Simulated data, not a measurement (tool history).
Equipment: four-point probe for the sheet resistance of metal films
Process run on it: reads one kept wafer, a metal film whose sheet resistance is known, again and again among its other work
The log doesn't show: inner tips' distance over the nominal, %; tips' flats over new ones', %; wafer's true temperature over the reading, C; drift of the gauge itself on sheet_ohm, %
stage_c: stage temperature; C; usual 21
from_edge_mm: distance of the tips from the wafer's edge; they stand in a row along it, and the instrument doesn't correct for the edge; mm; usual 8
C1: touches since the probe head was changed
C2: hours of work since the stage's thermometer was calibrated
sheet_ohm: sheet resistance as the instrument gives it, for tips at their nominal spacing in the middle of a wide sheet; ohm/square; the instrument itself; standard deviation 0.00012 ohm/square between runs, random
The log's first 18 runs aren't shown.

Run 19, hour 523.3: usual settings; C1 64752; C2 297. Result: sheet_ohm 0.618352 ohm/square.
Run 20, hour 553.0: usual settings; C1 65789; C2 310. Result: sheet_ohm 0.618718 ohm/square.
Run 21, hour 593.9: usual settings but from_edge_mm 4 mm; C1 67218; C2 328. Result: sheet_ohm 0.641725 ohm/square.
Run 22, hour 625.2: usual settings but from_edge_mm 4 mm; C1 68315; C2 342. Result: sheet_ohm 0.641917 ohm/square.
Run 23, hour 643.5: usual settings but stage_c 22 C, from_edge_mm 25 mm; C1 68953; C2 350. Result: sheet_ohm 0.611874 ohm/square.
Run 24, hour 678.2: usual settings but stage_c 22 C, from_edge_mm 25 mm; C1 70166; C2 365. Result: sheet_ohm 0.612020 ohm/square.
Run 25, hour 711.0: usual settings but stage_c 22 C, from_edge_mm 25 mm; C1 71312; C2 380. Result: sheet_ohm 0.612193 ohm/square.
Run 26, hour 731.7: usual settings but stage_c 32 C; C1 72036; C2 389. Result: sheet_ohm 0.624068 ohm/square.
Run 27, hour 766.6: usual settings but stage_c 22 C, from_edge_mm 62 mm; C1 73255; C2 404. Result: sheet_ohm 0.611560 ohm/square.
Run 28, hour 791.5: usual settings but stage_c 31 C, from_edge_mm 3 mm; C1 74127; C2 415. Result: sheet_ohm 0.669210 ohm/square.
Run 29, hour 820.1: usual settings but stage_c 25 C; C1 75127; C2 428. Result: sheet_ohm 0.620986 ohm/square.
Run 30, hour 843.5: usual settings but stage_c 25 C; C1 75943; C2 438. Result: sheet_ohm 0.621310 ohm/square.
Run 31, hour 879.5: usual settings but stage_c 31 C, from_edge_mm 16 mm; C1 77203; C2 454. Result: sheet_ohm 0.617874 ohm/square.
Run 32, hour 905.2: usual settings but stage_c 22 C, from_edge_mm 43 mm; C1 78100; C2 465. Result: sheet_ohm 0.611812 ohm/square.
Run 33, hour 945.3: usual settings but stage_c 22 C, from_edge_mm 43 mm; C1 79503; C2 483. Result: sheet_ohm 0.611995 ohm/square.
Run 34, hour 969.8: usual settings but stage_c 22 C, from_edge_mm 43 mm; C1 80360; C2 494. Result: sheet_ohm 0.612118 ohm/square.
Run 35, hour 1004.7: usual settings but stage_c 25 C, from_edge_mm 11 mm; C1 81578; C2 509. Result: sheet_ohm 0.617696 ohm/square.
Run 36, hour 1045.7: usual settings but stage_c 25 C, from_edge_mm 11 mm; C1 83011; C2 527. Result: sheet_ohm 0.617915 ohm/square.
Run 37, hour 1064.4: usual settings but stage_c 27 C, from_edge_mm 38 mm; C1 83666; C2 535. Result: sheet_ohm 0.614683 ohm/square.
Run 38, hour 1091.7: usual settings but stage_c 27 C, from_edge_mm 38 mm; C1 84619; C2 547. Result: sheet_ohm 0.614830 ohm/square.

Forecast run 39:
At hour 1112.2: new probe head fitted.
Run 39, hour 1122.5: usual settings but stage_c 23 C, from_edge_mm 19 mm; C1 359; C2 561. Result: sheet_ohm ?.

Run 39 gave sheet_ohm 0.613004 ohm/square.
Take away the tool's hidden state, keep the run-to-run variation as it was, and the same run would have given sheet_ohm 0.611666 ohm/square.
